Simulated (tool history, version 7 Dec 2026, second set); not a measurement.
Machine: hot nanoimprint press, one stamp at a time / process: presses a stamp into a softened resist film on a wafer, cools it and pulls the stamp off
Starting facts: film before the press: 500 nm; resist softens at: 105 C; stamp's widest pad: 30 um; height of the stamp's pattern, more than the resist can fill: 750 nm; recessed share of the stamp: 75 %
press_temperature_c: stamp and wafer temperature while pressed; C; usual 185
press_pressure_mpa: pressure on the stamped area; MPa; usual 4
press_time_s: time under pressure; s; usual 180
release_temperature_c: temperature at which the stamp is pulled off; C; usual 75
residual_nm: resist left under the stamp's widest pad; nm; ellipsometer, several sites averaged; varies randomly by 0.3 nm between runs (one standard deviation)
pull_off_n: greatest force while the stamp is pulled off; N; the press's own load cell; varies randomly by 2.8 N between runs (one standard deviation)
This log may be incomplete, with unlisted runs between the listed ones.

{"run": 1, "hour": 0.0, "press_temperature_c": 185, "press_pressure_mpa": 4, "press_time_s": 180, "release_temperature_c": 75, "residual_nm": 207.4, "pull_off_n": 134}
{"hour": 12.9, "done": "plate thermocouple calibrated"}
{"run": 2, "hour": 24.1, "press_temperature_c": 180, "press_pressure_mpa": 4, "press_time_s": 180, "release_temperature_c": 75, "residual_nm": 234.2, "pull_off_n": 137}
{"run": 3, "hour": 36.0, "press_temperature_c": 185, "press_pressure_mpa": 3.45, "press_time_s": 180, "release_temperature_c": 75, "residual_nm": 218.4, "pull_off_n": 140}
{"run": 4, "hour": 47.2, "press_temperature_c": 184, "press_pressure_mpa": 3.45, "press_time_s": 180, "release_temperature_c": 75, "residual_nm": 223.5, "pull_off_n": 138}
{"run": 5, "hour": 72.0, "press_temperature_c": 184, "press_pressure_mpa": 3.45, "press_time_s": 180, "release_temperature_c": 75, "residual_nm": 223.6, "pull_off_n": 136}
{"run": 6, "hour": 93.8, "press_temperature_c": 184, "press_pressure_mpa": 3.45, "press_time_s": 180, "release_temperature_c": 75, "residual_nm": 223.6, "pull_off_n": 148}
{"run": 7, "hour": 120.9, "press_temperature_c": 184, "press_pressure_mpa": 3.45, "press_time_s": 180, "release_temperature_c": 75, "residual_nm": 223.3, "pull_off_n": 143}
{"hour": 140.1, "done": "plate thermocouple calibrated, once more"}
{"run": 8, "hour": 148.2, "press_temperature_c": 184, "press_pressure_mpa": 3.45, "press_time_s": 180, "release_temperature_c": 75, "residual_nm": 231, "pull_off_n": 145}
{"run": 9, "hour": 168.0, "press_temperature_c": 184, "press_pressure_mpa": 3.45, "press_time_s": 180, "release_temperature_c": 75, "residual_nm": 230.9, "pull_off_n": 156}
{"run": 10, "hour": 194.5, "press_temperature_c": 185, "press_pressure_mpa": 4, "press_time_s": 134, "release_temperature_c": 75, "residual_nm": 236.4, "pull_off_n": 150}
{"run": 11, "hour": 220.9, "press_temperature_c": 185, "press_pressure_mpa": 4, "press_time_s": 134, "release_temperature_c": 75, "residual_nm": 236.7, "pull_off_n": 150}
{"run": 12, "hour": 239.7, "press_temperature_c": 185, "press_pressure_mpa": 4, "press_time_s": 180, "release_temperature_c": 72, "residual_nm": 210.4, "pull_off_n": 165}
{"run": 13, "hour": 251.9, "press_temperature_c": 185, "press_pressure_mpa": 4, "press_time_s": 180, "release_temperature_c": 72, "residual_nm": 211.1, "pull_off_n": 158}
{"run": 14, "hour": 268.3, "press_temperature_c": 185, "press_pressure_mpa": 4, "press_time_s": 130, "release_temperature_c": 75, "residual_nm": 238.7, "pull_off_n": 158}
{"run": 15, "hour": 290.7, "press_temperature_c": 185, "press_pressure_mpa": 4, "press_time_s": 202, "release_temperature_c": 75, "residual_nm": 201.6, "pull_off_n": 165}
{"run": 16, "hour": 314.7, "press_temperature_c": 184, "press_pressure_mpa": 3.07, "press_time_s": 294, "release_temperature_c": 65, "residual_nm": 199.5, "pull_off_n": 170}
{"run": 17, "hour": 340.9, "press_temperature_c": 186, "press_pressure_mpa": 3.07, "press_time_s": 161, "release_temperature_c": 65, "residual_nm": 238.5, "pull_off_n": 177}
{"run": 18, "hour": 360.0, "press_temperature_c": 185, "press_pressure_mpa": 3.18, "press_time_s": 180, "release_temperature_c": 75, "residual_nm": 231.5, "pull_off_n": 162}
{"run": 19, "hour": 374.2, "press_temperature_c": 181, "press_pressure_mpa": 3.18, "press_time_s": 124, "release_temperature_c": 79, "residual_nm": 290.5, "pull_off_n": 157}
{"run": 20, "hour": 392.0, "press_temperature_c": 181, "press_pressure_mpa": 3.1, "press_time_s": 124, "release_temperature_c": 79, "residual_nm": 293.4, "pull_off_n": 166}
{"run": 21, "hour": 404.3, "press_temperature_c": 181, "press_pressure_mpa": 3.1, "press_time_s": 124, "release_temperature_c": 79, "residual_nm": 293.5, "pull_off_n": 168}

For run 22, what comes out?
{"run": 22, "hour": 427.2, "press_temperature_c": 194, "press_pressure_mpa": 2.92, "press_time_s": 256, "release_temperature_c": 67, "residual_nm": "?", "pull_off_n": "?"}

{"run 22": {"residual_nm": 165.5, "pull_off_n": 176}}
With no hidden state in the tool, this same run would have given residual_nm 164.4 nm, pull_off_n 132 N.

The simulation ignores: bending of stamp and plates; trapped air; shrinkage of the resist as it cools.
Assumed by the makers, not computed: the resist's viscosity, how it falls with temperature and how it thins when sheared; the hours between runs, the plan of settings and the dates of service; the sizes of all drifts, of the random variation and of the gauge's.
